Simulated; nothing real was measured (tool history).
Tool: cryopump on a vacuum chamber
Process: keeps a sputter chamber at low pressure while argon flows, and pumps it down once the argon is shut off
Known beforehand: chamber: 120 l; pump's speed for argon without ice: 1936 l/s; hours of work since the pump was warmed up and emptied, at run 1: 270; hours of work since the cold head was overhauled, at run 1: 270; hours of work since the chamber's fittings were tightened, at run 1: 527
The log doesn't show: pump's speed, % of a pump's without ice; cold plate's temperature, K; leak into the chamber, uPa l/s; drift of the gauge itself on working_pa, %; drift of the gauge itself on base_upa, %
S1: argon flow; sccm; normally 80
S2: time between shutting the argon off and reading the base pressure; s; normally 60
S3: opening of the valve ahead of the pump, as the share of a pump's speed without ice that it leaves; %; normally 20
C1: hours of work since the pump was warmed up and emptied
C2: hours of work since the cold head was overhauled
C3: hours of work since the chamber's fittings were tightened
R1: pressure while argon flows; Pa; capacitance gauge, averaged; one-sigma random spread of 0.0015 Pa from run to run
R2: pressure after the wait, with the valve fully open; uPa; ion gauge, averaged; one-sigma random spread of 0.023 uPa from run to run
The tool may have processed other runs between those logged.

run 1 hour=0 | S1=80 S2=60 S3=20 | C1=270 C2=270 C3=527 | R1=0.3589 R2=0.84
run 2 hour=11.7 | S1=80 S2=60 S3=20 | C1=277 C2=277 C3=534 | R1=0.3575 R2=0.83
run 3 hour=29 | S1=80 S2=60 S3=20 | C1=287 C2=287 C3=544 | R1=0.3626 R2=0.87
run 4 hour=46.5 | S1=80 S2=60 S3=20 | C1=297 C2=297 C3=554 | R1=0.3583 R2=0.83
run 5 hour=57.9 | S1=80 S2=125 S3=20 | C1=303 C2=303 C3=560 | R1=0.3596 R2=0.55
run 6 hour=71 | S1=80 S2=125 S3=20 | C1=311 C2=311 C3=568 | R1=0.3599 R2=0.56
run 7 hour=80.2 | S1=46 S2=60 S3=20 | C1=316 C2=316 C3=573 | R1=0.2058 R2=0.86
run 8 hour=93.9 | S1=46 S2=60 S3=20 | C1=324 C2=324 C3=581 | R1=0.2085 R2=0.85
run 9 hour=104.9 | S1=40 S2=234 S3=29 | C1=330 C2=330 C3=587 | R1=0.1261 R2=0.45
run 10 hour=114.2 | S1=138 S2=134 S3=29 | C1=336 C2=336 C3=593 | R1=0.4352 R2=0.54
run 11 hour=125.8 | S1=108 S2=240 S3=28 | C1=342 C2=342 C3=599 | R1=0.3526 R2=0.41
run 12 hour=133.4 | S1=108 S2=240 S3=28 | C1=347 C2=347 C3=604 | R1=0.3544 R2=0.44

What if the next run were any one of these 4? Each begins from the tool's condition after run 12:
run A hour=148.8 | S1=108 S2=53 S3=20 | C1=355 C2=355 C3=612 | R1=? R2=?
run B hour=148.8 | S1=50 S2=60 S3=48 | C1=355 C2=355 C3=612 | R1=? R2=?
run C hour=148.8 | S1=152 S2=60 S3=60 | C1=355 C2=355 C3=612 | R1=? R2=?
run D hour=148.8 | S1=97 S2=31 S3=15 | C1=355 C2=355 C3=612 | R1=? R2=?

run=A R1=0.4873 R2=0.93
run=B R1=0.0977 R2=0.81
run=C R1=0.2453 R2=0.84
run=D R1=0.5774 R2=1.37
Without the tool's hidden state the same runs would have given:
run=A R1=0.47 R2=0.78
run=B R1=0.0897 R2=0.66
run=C R1=0.2209 R2=0.69
run=D R1=0.5619 R2=1.22
